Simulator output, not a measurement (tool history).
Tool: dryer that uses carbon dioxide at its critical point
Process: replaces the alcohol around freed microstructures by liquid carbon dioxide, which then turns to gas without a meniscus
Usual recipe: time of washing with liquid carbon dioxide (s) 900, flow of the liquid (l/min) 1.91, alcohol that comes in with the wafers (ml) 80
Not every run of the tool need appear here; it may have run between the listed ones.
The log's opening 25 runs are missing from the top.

run,hour,time of washing with liquid carbon dioxide (s),flow of the liquid (l/min),alcohol that comes in with the wafers (ml),hours of work since the filter was changed,hours of work since the purifier's bed was changed,alcohol left in the vessel before it's heated (ppm by volume)
26,1203.1,900,1.74,29,154,689,223
27,1248.5,900,1.74,29,190,724,250
28,1278.1,840,1.46,80,213,747,797
29,1322.6,840,1.46,80,247,782,856
30,1391.8,1320,2.94,21,301,835,187
31,1444.5,660,2.94,120,342,876,325
32,1472.8,660,2.94,24,364,898,216
33,1503.9,660,2.94,24,388,922,217
34,1538.4,660,2.94,24,415,949,234
35,1600,660,2.32,52,462,997,425
36,1644.9,1200,2.14,37,497,1032,237
37,1698.7,1200,2.14,28,539,1073,244
# hour 1711.9: inlet filter changed
38,1754.7,1200,2.14,28,33,1116,248
39,1788.9,660,2.05,20,60,1143,318
# hour 1799.8: purifier's bed changed
40,1845,900,1.46,41,101,35,246
41,1902.4,1320,1.7,37,146,80,42
42,1947.7,900,1.91,80,181,115,175
43,2005.2,1020,1.25,60,225,159,488
44,2047.5,900,2.15,108,258,192,150
45,2084.4,1140,1.91,28,287,221,69
46,2128.9,1140,1.91,28,321,255,83

Alternative continuations, all from the tool just after run 46; predict every row:
A,2196.9,960,1.91,53,374,308,?
B,2196.9,660,2.31,116,374,308,?
C,2196.9,1020,1.54,27,374,308,?
D,2196.9,600,1.2,80,374,308,?

run,alcohol left in the vessel before it's heated (ppm by volume)
A,157
B,521
C,163
D,3181
Without the tool's hidden state the same runs would have given:
run,alcohol left in the vessel before it's heated (ppm by volume)
A,48
B,262
C,54
D,2423

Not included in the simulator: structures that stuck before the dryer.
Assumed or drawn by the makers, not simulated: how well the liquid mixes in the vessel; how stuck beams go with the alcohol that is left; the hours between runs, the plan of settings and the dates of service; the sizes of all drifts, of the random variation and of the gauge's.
